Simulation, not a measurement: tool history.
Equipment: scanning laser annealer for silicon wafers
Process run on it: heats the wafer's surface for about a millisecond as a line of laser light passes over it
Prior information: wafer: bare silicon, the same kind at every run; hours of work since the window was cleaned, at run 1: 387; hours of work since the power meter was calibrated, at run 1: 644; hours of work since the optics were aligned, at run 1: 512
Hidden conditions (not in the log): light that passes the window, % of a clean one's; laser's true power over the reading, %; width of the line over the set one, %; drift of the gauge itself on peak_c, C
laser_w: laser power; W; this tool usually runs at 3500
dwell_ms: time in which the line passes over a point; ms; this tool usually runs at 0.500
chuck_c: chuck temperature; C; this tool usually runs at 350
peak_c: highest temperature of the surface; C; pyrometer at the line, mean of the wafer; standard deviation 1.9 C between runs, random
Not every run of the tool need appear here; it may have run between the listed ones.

run     day  laser_w  dwell_ms  chuck_c  hours of work since the window was cleaned  hours of work since the power meter was calibrated  hours of work since the optics were aligned  peak_c
  1   0.000     3500     0.500      350                                         387                                                 644                                          512    1157
  2   3.700     3500     0.500      376                                         432                                                 689                                          557    1186
  3   6.258     3500     0.500      376                                         463                                                 720                                          587    1186
  4  10.008     3500     0.500      376                                         508                                                 765                                          633    1182
     10.383  -- window over the wafer cleaned
  5  13.133     3500     0.500      376                                          33                                                 802                                          669    1186
  6  15.183     3500     0.500      350                                          58                                                 826                                          694    1160
  7  18.533     3500     0.500      350                                          98                                                 867                                          734    1166
  8  21.862     3500     0.500      318                                         138                                                 907                                          774    1129
  9  23.433     3169     0.500      350                                         157                                                 926                                          793    1087
 10  25.688     3500     0.485      350                                         184                                                 953                                          821    1147
 11  27.442     3500     0.418      350                                         206                                                 974                                          842    1081
 12  29.792     3500     0.435      350                                         234                                                1003                                          870    1101
 13  32.100     3500     0.361      349                                         262                                                1030                                          898    1027
 14  34.025     3616     0.500      366                                         285                                                1054                                          921    1202
 15  36.208     3297     0.475      371                                         311                                                1080                                          947    1116
 16  39.821     3297     0.473      330                                         355                                                1123                                          991    1066
 17  43.629     3500     0.492      350                                         401                                                1169                                         1037    1151
 18  46.271     3548     0.554      315                                         433                                                1201                                         1069    1184
 19  47.879     3548     0.554      315                                         452                                                1220                                         1088    1185
 20  51.217     3737     0.500      361                                         492                                                1261                                         1128    1228

Each row is a separate what-if for the run after 20, all from the same tool condition, not one after another. Results?
     52.883  -- window over the wafer cleaned
  A  52.883     3710     0.402      361                                           0                                                1280                                         1147       ?
     52.883  -- window over the wafer cleaned
  B  52.883     3710     0.509      350                                           0                                                1280                                         1147       ?
     52.883  -- window over the wafer cleaned
  C  52.883     3500     0.376      334                                           0                                                1280                                         1147       ?
     52.883  -- window over the wafer cleaned
  D  52.883     3053     0.601      340                                           0                                                1280                                         1147       ?

run  peak_c
  A    1119
  B    1216
  C    1025
  D    1123
What these runs would have given with no unlogged condition in the tool:
run  peak_c
  A    1119
  B    1217
  C    1026
  D    1123
